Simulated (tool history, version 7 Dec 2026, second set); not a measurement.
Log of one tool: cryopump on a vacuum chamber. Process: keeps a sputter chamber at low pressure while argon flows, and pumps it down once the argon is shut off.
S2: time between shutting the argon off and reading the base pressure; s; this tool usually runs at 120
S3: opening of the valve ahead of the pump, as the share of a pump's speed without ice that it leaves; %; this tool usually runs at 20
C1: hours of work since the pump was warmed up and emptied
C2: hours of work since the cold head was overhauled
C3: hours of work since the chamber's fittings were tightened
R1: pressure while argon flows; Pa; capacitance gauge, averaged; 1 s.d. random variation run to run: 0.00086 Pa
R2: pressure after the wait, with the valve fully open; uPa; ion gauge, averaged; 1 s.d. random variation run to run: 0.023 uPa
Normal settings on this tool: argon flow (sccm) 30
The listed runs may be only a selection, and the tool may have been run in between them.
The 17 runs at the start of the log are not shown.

Run 18, hour 1240.8: usual settings but S2 219 s; C1 90; C2 3125; C3 748. Result: R1 0.1756 Pa, R2 1.56 uPa.
Run 19, hour 1292.2: usual settings but argon flow (sccm) 17, S2 25 s, S3 37 %; C1 131; C2 3167; C3 790. Result: R1 0.0546 Pa, R2 3.69 uPa.
Run 20, hour 1355.8: usual settings but argon flow (sccm) 12, S2 63 s, S3 19 %; C1 183; C2 3218; C3 841. Result: R1 0.0749 Pa, R2 2.35 uPa.
Run 21, hour 1404.5: usual settings but argon flow (sccm) 31, S2 35 s, S3 46 %; C1 222; C2 3258; C3 880. Result: R1 0.0818 Pa, R2 3.09 uPa.
Run 22, hour 1505.5: usual settings but argon flow (sccm) 31, S2 35 s, S3 46 %; C1 304; C2 3339; C3 962. Result: R1 0.0828 Pa, R2 3.29 uPa.
Run 23, hour 1559.0: usual settings but argon flow (sccm) 29; C1 347; C2 3382; C3 1005. Result: R1 0.1725 Pa, R2 2.21 uPa.
Run 24, hour 1605.1: usual settings but argon flow (sccm) 29; C1 384; C2 3420; C3 1043. Result: R1 0.1741 Pa, R2 2.21 uPa.
Run 25, hour 1662.5: usual settings but S3 35 %; C1 430; C2 3466; C3 1089. Result: R1 0.1059 Pa, R2 2.28 uPa.
Run 26, hour 1707.7: usual settings but S3 35 %; C1 467; C2 3503; C3 1126. Result: R1 0.1050 Pa, R2 2.43 uPa.
Run 27, hour 1810.6: usual settings but S3 35 %; C1 550; C2 3586; C3 1209. Result: R1 0.1057 Pa, R2 2.58 uPa.
At hour 1858.4: leaking fittings of the chamber tightened, without venting.
Run 28, hour 1915.5: usual settings but S2 56 s, S3 17 %; C1 633; C2 3669; C3 46. Result: R1 0.2119 Pa, R2 1.38 uPa.
Run 29, hour 1990.6: usual settings but argon flow (sccm) 16, S2 281 s, S3 23 %; C1 694; C2 3730; C3 107. Result: R1 0.0847 Pa, R2 0.58 uPa.
Run 30, hour 2068.2: usual settings but argon flow (sccm) 16, S2 281 s, S3 23 %; C1 757; C2 3793; C3 170. Result: R1 0.0855 Pa, R2 0.66 uPa.
Run 31, hour 2160.2: usual settings but S2 196 s, S3 23 %; C1 831; C2 3867; C3 244. Result: R1 0.1604 Pa, R2 0.90 uPa.
Run 32, hour 2246.9: usual settings but argon flow (sccm) 52, S3 51 %; C1 901; C2 3937; C3 314. Result: R1 0.1354 Pa, R2 1.19 uPa.
Run 33, hour 2311.3: usual settings but argon flow (sccm) 48, S2 292 s, S3 24 %; C1 954; C2 3989; C3 366. Result: R1 0.2495 Pa, R2 1.03 uPa.
At hour 2350.1: pump warmed up, emptied and cooled again.
Run 34, hour 2401.8: usual settings but argon flow (sccm) 48, S2 292 s, S3 24 %; C1 42; C2 4058; C3 435. Result: R1 0.2356 Pa, R2 0.98 uPa.
Run 35, hour 2497.7: usual settings but argon flow (sccm) 36, S2 33 s, S3 19 %; C1 119; C2 4136; C3 513. Result: R1 0.2243 Pa, R2 2.72 uPa.

Predict each of these 3 candidate next runs independently; none follows another, all start after run 35:
Run A, hour 2585.2: usual settings but argon flow (sccm) 14, S2 154 s, S3 26 %; C1 190; C2 4207; C3 584. Result: R1 ?, R2 ?.
Run B, hour 2585.2: usual settings but argon flow (sccm) 56, S2 76 s, S3 52 %; C1 190; C2 4207; C3 584. Result: R1 ?, R2 ?.
Run C, hour 2585.2: usual settings but argon flow (sccm) 56, S3 31 %; C1 190; C2 4207; C3 584. Result: R1 ?, R2 ?.

run      R1    R2
  A  0.0625  1.34
  B  0.1307  1.82
  C  0.2156  1.49
Take away the tool's hidden state, keep each run's random variation, and the runs would have read:
run      R1    R2
  A  0.0610  0.55
  B  0.1245  1.00
  C  0.2095  0.69
